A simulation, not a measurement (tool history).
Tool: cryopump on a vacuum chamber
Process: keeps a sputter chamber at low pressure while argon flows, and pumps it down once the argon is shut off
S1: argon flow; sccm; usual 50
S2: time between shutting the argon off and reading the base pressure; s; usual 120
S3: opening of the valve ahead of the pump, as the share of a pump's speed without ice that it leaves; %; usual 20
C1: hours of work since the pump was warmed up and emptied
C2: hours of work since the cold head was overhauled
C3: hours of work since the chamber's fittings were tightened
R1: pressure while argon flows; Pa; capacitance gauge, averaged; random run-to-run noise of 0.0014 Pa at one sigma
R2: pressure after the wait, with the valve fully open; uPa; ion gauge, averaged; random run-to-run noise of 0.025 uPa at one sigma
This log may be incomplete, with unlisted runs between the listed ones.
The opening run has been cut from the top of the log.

run,hour,S1,S2,S3,C1,C2,C3,R1,R2
2,45.6,50,120,20,151,497,88,0.3370,1.24
3,76.2,50,120,20,165,511,102,0.3377,1.28
4,117.4,50,120,20,184,530,121,0.3372,1.34
5,141.1,50,120,48,195,541,132,0.1479,1.31
6,187.5,50,120,57,217,563,154,0.1301,1.36
7,225.7,50,120,20,234,580,171,0.3392,1.46
8,267.6,50,120,19,254,600,191,0.3644,1.54
9,307.7,50,299,20,272,618,209,0.3428,1.06
10,344.1,50,120,20,289,635,226,0.3477,1.58
11,389.9,50,120,20,310,656,247,0.3458,1.68
12,415.9,50,120,20,322,668,259,0.3489,1.70
# hour 424.9: pump warmed up, emptied and cooled again
13,454.6,50,120,20,14,684,275,0.3306,1.52
14,482.2,50,120,20,27,697,288,0.3295,1.52
15,512.7,50,120,20,41,711,302,0.3297,1.63
16,542.5,50,120,20,54,725,316,0.3301,1.62
17,572.7,50,120,20,68,739,330,0.3341,1.59
18,616.5,50,120,20,89,759,350,0.3346,1.70
19,662.9,50,120,52,110,780,371,0.1324,1.75
20,703.6,50,120,52,129,799,390,0.1327,1.87
21,749.5,39,120,23,150,821,412,0.2285,1.86
22,786.0,62,59,28,167,837,428,0.3014,2.76
23,824.2,31,41,18,185,855,446,0.2320,3.53
24,854.9,22,120,20,199,869,460,0.1501,2.00

Forecast run 25:
25,886.2,22,120,20,214,884,475,?,?

{"run 25": {"R1": 0.1503, "R2": 2.03}}
Were there no unlogged condition in the tool, this run, its random variation unchanged, would have produced R1 0.1446 Pa, R2 1.02 uPa.

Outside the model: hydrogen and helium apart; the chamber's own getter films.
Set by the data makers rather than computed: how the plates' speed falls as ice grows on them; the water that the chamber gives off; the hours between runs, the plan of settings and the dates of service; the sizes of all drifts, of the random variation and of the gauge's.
